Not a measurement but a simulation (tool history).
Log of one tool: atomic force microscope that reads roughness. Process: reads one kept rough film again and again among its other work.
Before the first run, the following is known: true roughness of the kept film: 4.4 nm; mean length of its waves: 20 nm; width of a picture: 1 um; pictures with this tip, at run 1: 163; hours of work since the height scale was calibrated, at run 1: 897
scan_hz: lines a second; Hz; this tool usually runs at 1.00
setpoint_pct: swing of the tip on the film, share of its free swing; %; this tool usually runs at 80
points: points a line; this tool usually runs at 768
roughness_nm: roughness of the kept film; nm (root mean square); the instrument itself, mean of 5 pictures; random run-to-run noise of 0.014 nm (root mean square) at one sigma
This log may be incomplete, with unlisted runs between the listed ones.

run   hour  scan_hz  setpoint_pct  points  pictures with this tip  hours of work since the height scale was calibrated  roughness_nm
  1    0.0     1.00            80     768                     163                                                  897         2.266
      27.6  -- new tip fitted
  2   38.1     1.00            80     768                      20                                                  921         3.223
  3   80.8     1.00            80     307                     100                                                  948         2.638
  4  104.8     1.00            80     703                     145                                                  963         2.457
     142.7  -- new tip fitted
  5  147.8     1.00            80     703                       9                                                  990         3.292
  6  177.4     1.00            80     703                      65                                                 1009         2.910
  7  208.5     1.00            80     703                     123                                                 1029         2.555
  8  242.1     1.00            80     703                     185                                                 1051         2.280
     258.7  -- new tip fitted
  9  268.1     1.00            80     768                      17                                                 1067         3.251
 10  294.1     1.00            80     768                      66                                                 1083         2.863
 11  329.3     1.33            82     768                     132                                                 1106         2.465
 12  369.9     1.24            71     768                     208                                                 1132         2.196
     374.9  -- new tip fitted
 13  409.2     1.24            71     768                      64                                                 1157         2.930
 14  431.7     1.24            71     768                     106                                                 1171         2.711
     436.0  -- height scale calibrated on a step standard
 15  460.4     0.54            80     497                     158                                                   16         2.379
     492.6  -- new tip fitted
 16  507.4     0.54            80     497                      28                                                   45         3.109
 17  551.3     0.54            80     497                     110                                                   73         2.614
 18  583.4     2.76            80     497                     170                                                   94         2.155
     608.0  -- new tip fitted
 19  625.1     2.76            80     497                      32                                                  120         2.913
     662.8  -- height scale calibrated on a step standard, once more
 20  672.3     1.00            57     993                     119                                                    6         2.695

What differs in the tool's unlogged condition from the final listed run ahead of each entry between runs to the first listed run following it?
Run 1 -> run 2: new tip fitted (hour 27.6)
  radius of the tip, nm: 19.3 -> 6.7; height scale over the true one, %: -1.79 -> -1.84
  measured less the result without the state, roughness_nm: -1.220 -> -0.261 nm (root mean square)
Run 4 -> run 5: new tip fitted (hour 142.7)
  radius of the tip, nm: 16 -> 5.9; height scale over the true one, %: -1.91 -> -1.97
  measured less the result without the state, roughness_nm: -1.028 -> -0.177 nm (root mean square)
Run 8 -> run 9: new tip fitted (hour 258.7)
  radius of the tip, nm: 18.9 -> 6.5; height scale over the true one, %: -2.08 -> -2.1
  measured less the result without the state, roughness_nm: -1.202 -> -0.249 nm (root mean square)
Run 12 -> run 13: new tip fitted (hour 374.9)
  radius of the tip, nm: 21 -> 9.5; height scale over the true one, %: -2.23 -> -2.27
  measured less the result without the state, roughness_nm: -1.333 -> -0.555 nm (root mean square)
Run 14 -> run 15: height scale calibrated on a step standard (hour 436.0)
  radius of the tip, nm: 12.8 -> 16.9; height scale over the true one, %: -2.3 -> -3.33
  measured less the result without the state, roughness_nm: -0.832 -> -1.126 nm (root mean square)
Run 15 -> run 16: new tip fitted (hour 492.6)
  radius of the tip, nm: 16.9 -> 7.4; height scale over the true one, %: -3.33 -> -3.38
  measured less the result without the state, roughness_nm: -1.126 -> -0.380 nm (root mean square)
Run 18 -> run 19: new tip fitted (hour 608.0)
  radius of the tip, nm: 17.9 -> 7.4; height scale over the true one, %: -3.47 -> -3.52
  measured less the result without the state, roughness_nm: -1.105 -> -0.365 nm (root mean square)
Run 19 -> run 20: height scale calibrated on a step standard, once more (hour 662.8)
  radius of the tip, nm: 7.4 -> 14.2; height scale over the true one, %: -3.52 -> -0.04
  measured less the result without the state, roughness_nm: -0.365 -> -0.891 nm (root mean square)

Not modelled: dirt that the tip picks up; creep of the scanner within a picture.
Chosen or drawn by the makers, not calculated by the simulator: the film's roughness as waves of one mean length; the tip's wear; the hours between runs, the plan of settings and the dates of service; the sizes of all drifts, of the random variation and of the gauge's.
